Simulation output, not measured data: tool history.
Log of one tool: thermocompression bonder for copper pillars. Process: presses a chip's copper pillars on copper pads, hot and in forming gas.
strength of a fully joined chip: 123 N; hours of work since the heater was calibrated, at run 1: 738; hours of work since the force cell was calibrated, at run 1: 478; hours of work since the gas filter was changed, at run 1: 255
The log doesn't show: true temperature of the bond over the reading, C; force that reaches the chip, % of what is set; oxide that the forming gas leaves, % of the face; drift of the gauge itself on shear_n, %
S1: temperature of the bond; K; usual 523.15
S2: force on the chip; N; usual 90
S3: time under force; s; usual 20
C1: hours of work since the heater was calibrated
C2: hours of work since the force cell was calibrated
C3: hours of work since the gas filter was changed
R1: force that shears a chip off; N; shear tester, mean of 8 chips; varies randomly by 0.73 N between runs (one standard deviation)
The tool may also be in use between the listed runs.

run 1 hour=0.0 | S1=523.15 S2=90 S3=20 | C1=738 C2=478 C3=255 | R1=53.7
-- hour=34.4 forming gas filter changed
run 2 hour=55.9 | S1=523.15 S2=90 S3=20 | C1=774 C2=515 C3=14 | R1=53.6
run 3 hour=90.2 | S1=523.15 S2=90 S3=20 | C1=797 C2=538 C3=37 | R1=52.9
run 4 hour=139.5 | S1=523.15 S2=90 S3=20 | C1=829 C2=570 C3=69 | R1=51.8
run 5 hour=178.8 | S1=523.15 S2=90 S3=20 | C1=855 C2=596 C3=95 | R1=51.6
run 6 hour=239.8 | S1=523.15 S2=90 S3=20 | C1=896 C2=636 C3=136 | R1=52.2
-- hour=292.1 heater calibrated with a thermocouple chip
run 7 hour=298.0 | S1=523.15 S2=123 S3=20 | C1=4 C2=674 C3=173 | R1=64.8
run 8 hour=324.2 | S1=523.15 S2=123 S3=20 | C1=21 C2=691 C3=190 | R1=67.0
run 9 hour=370.4 | S1=553.15 S2=90 S3=20 | C1=52 C2=721 C3=221 | R1=80.0
run 10 hour=403.8 | S1=523.15 S2=87 S3=20 | C1=74 C2=743 C3=243 | R1=50.8
-- hour=456.4 forming gas filter changed
run 11 hour=459.1 | S1=523.15 S2=87 S3=20 | C1=110 C2=780 C3=2 | R1=51.2
run 12 hour=511.3 | S1=523.15 S2=91 S3=20 | C1=145 C2=814 C3=36 | R1=53.5
run 13 hour=561.2 | S1=523.15 S2=91 S3=20 | C1=178 C2=847 C3=69 | R1=52.7
run 14 hour=586.6 | S1=523.15 S2=91 S3=20 | C1=194 C2=864 C3=86 | R1=53.0
run 15 hour=626.7 | S1=523.15 S2=91 S3=20 | C1=221 C2=890 C3=113 | R1=52.5
run 16 hour=670.2 | S1=523.15 S2=91 S3=20 | C1=250 C2=919 C3=141 | R1=53.9
run 17 hour=728.4 | S1=509.15 S2=90 S3=20 | C1=288 C2=958 C3=180 | R1=41.0
run 18 hour=772.9 | S1=509.15 S2=66 S3=20 | C1=317 C2=987 C3=209 | R1=31.7
run 19 hour=815.2 | S1=509.15 S2=66 S3=20 | C1=345 C2=1015 C3=237 | R1=31.2
run 20 hour=849.0 | S1=509.15 S2=66 S3=20 | C1=368 C2=1037 C3=260 | R1=30.6
-- hour=873.8 force cell calibrated
-- hour=877.1 forming gas filter changed
run 21 hour=877.1 | S1=553.15 S2=75 S3=10 | C1=385 C2=2 C3=0 | R1=57.5
run 22 hour=904.6 | S1=523.15 S2=90 S3=52 | C1=403 C2=20 C3=18 | R1=73.3
run 23 hour=964.2 | S1=523.15 S2=90 S3=52 | C1=443 C2=59 C3=58 | R1=73.8
run 24 hour=1001.1 | S1=523.15 S2=90 S3=52 | C1=467 C2=84 C3=82 | R1=73.1
run 25 hour=1048.6 | S1=510.15 S2=58 S3=27 | C1=498 C2=115 C3=113 | R1=32.4
run 26 hour=1081.7 | S1=541.15 S2=127 S3=18 | C1=520 C2=137 C3=135 | R1=84.1
run 27 hour=1128.9 | S1=513.15 S2=86 S3=20 | C1=551 C2=168 C3=166 | R1=42.3
run 28 hour=1164.9 | S1=549.15 S2=90 S3=20 | C1=575 C2=192 C3=190 | R1=78.4
run 29 hour=1217.7 | S1=523.15 S2=82 S3=18 | C1=610 C2=227 C3=225 | R1=47.8
run 30 hour=1252.9 | S1=544.15 S2=106 S3=44 | C1=633 C2=250 C3=248 | R1=96.8
run 31 hour=1292.5 | S1=544.15 S2=106 S3=44 | C1=660 C2=276 C3=275 | R1=97.2
-- hour=1298.5 forming gas filter changed
run 32 hour=1337.8 | S1=506.15 S2=72 S3=13 | C1=689 C2=306 C3=26 | R1=25.2
run 33 hour=1372.1 | S1=506.15 S2=72 S3=13 | C1=712 C2=329 C3=49 | R1=26.5
run 34 hour=1414.5 | S1=506.15 S2=72 S3=13 | C1=740 C2=357 C3=77 | R1=24.5
run 35 hour=1451.9 | S1=547.15 S2=80 S3=28 | C1=765 C2=381 C3=101 | R1=76.1
run 36 hour=1494.5 | S1=546.15 S2=68 S3=20 | C1=793 C2=410 C3=130 | R1=60.7
run 37 hour=1538.2 | S1=546.15 S2=80 S3=20 | C1=822 C2=438 C3=158 | R1=68.5
run 38 hour=1571.7 | S1=549.15 S2=60 S3=30 | C1=844 C2=461 C3=181 | R1=68.8

4 ways to go on from here, each from the tool as it stands after run 38. What would each give?
run A hour=1615.5 | S1=500.15 S2=60 S3=30 | C1=873 C2=490 C3=209 | R1=?
run B hour=1615.5 | S1=530.15 S2=127 S3=15 | C1=873 C2=490 C3=209 | R1=?
run C hour=1615.5 | S1=549.15 S2=60 S3=14 | C1=873 C2=490 C3=209 | R1=?
run D hour=1615.5 | S1=530.15 S2=90 S3=20 | C1=873 C2=490 C3=209 | R1=?

run=A R1=28.1
run=B R1=70.5
run=C R1=52.4
run=D R1=59.5
With no hidden state in the tool, these same runs would have given:
run=A R1=28.0
run=B R1=70.2
run=C R1=52.2
run=D R1=59.2

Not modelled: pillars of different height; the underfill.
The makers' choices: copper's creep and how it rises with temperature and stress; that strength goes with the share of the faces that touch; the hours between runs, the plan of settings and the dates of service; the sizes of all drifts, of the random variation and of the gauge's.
